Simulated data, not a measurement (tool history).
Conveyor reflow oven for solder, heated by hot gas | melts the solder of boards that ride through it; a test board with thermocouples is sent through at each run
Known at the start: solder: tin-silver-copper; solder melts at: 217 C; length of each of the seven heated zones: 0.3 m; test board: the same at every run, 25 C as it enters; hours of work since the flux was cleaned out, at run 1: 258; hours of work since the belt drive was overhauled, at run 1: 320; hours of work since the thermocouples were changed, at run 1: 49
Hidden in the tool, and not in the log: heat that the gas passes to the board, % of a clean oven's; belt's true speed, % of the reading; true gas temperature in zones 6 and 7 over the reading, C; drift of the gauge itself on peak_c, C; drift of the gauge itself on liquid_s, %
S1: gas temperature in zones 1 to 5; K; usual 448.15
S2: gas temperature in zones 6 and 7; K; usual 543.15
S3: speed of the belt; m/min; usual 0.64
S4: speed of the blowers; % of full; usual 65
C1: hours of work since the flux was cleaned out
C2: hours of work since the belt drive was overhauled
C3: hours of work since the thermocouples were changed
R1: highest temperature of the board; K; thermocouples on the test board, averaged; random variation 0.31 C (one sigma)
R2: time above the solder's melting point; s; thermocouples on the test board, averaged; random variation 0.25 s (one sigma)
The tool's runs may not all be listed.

run 1 day=0 | S1=448.15 S2=543.15 S3=0.64 S4=65 | C1=258 C2=320 C3=49 | R1=520.65 R2=37.7
run 2 day=2.229 | S1=448.15 S2=543.15 S3=0.64 S4=65 | C1=281 C2=343 C3=72 | R1=519.85 R2=37.3
run 3 day=4.988 | S1=448.15 S2=543.15 S3=0.6 S4=65 | C1=310 C2=372 C3=100 | R1=522.15 R2=42.5
-- day=5.708 flux residue cleaned out of gas plates and filters
run 4 day=6.792 | S1=448.15 S2=543.15 S3=0.6 S4=65 | C1=11 C2=388 C3=117 | R1=524.95 R2=45.1
run 5 day=9.567 | S1=448.15 S2=543.15 S3=0.64 S4=65 | C1=40 C2=417 C3=146 | R1=522.25 R2=39.9
run 6 day=11.442 | S1=448.15 S2=541.15 S3=0.64 S4=65 | C1=59 C2=436 C3=165 | R1=520.95 R2=39
run 7 day=12.675 | S1=445.15 S2=543.15 S3=0.64 S4=65 | C1=72 C2=449 C3=178 | R1=521.55 R2=39.2
run 8 day=15.233 | S1=445.15 S2=543.15 S3=0.64 S4=65 | C1=98 C2=475 C3=204 | R1=521.55 R2=38.4
run 9 day=17.55 | S1=445.15 S2=543.15 S3=0.64 S4=65 | C1=122 C2=499 C3=228 | R1=521.15 R2=37.9
-- day=17.992 belt drive overhauled, speed set with a stopwatch
run 10 day=20.562 | S1=448.15 S2=532.15 S3=0.518 S4=65 | C1=152 C2=27 C3=257 | R1=518.35 R2=49.2
run 11 day=23.304 | S1=448.15 S2=532.15 S3=0.518 S4=65 | C1=180 C2=55 C3=286 | R1=518.65 R2=48.9
run 12 day=25.862 | S1=450.15 S2=543.15 S3=0.64 S4=65 | C1=206 C2=81 C3=312 | R1=521.75 R2=40.1
-- day=27.017 belt drive overhauled, speed set with a stopwatch, once more
run 13 day=28.871 | S1=455.15 S2=543.15 S3=0.64 S4=66 | C1=236 C2=19 C3=342 | R1=522.25 R2=41.2

The same runs without the tool's hidden state, with the same run-to-run variation:
run=1 R1=522.75 R2=39.2
run=2 R1=522.15 R2=39
run=3 R1=524.65 R2=44.3
run=4 R1=524.55 R2=44.6
run=5 R1=522.25 R2=39.6
run=6 R1=521.15 R2=38.9
run=7 R1=521.85 R2=39.2
run=8 R1=522.15 R2=38.5
run=9 R1=521.95 R2=38.3
run=10 R1=518.95 R2=49.2
run=11 R1=519.45 R2=49
run=12 R1=523.15 R2=40.5
run=13 R1=524.55 R2=43
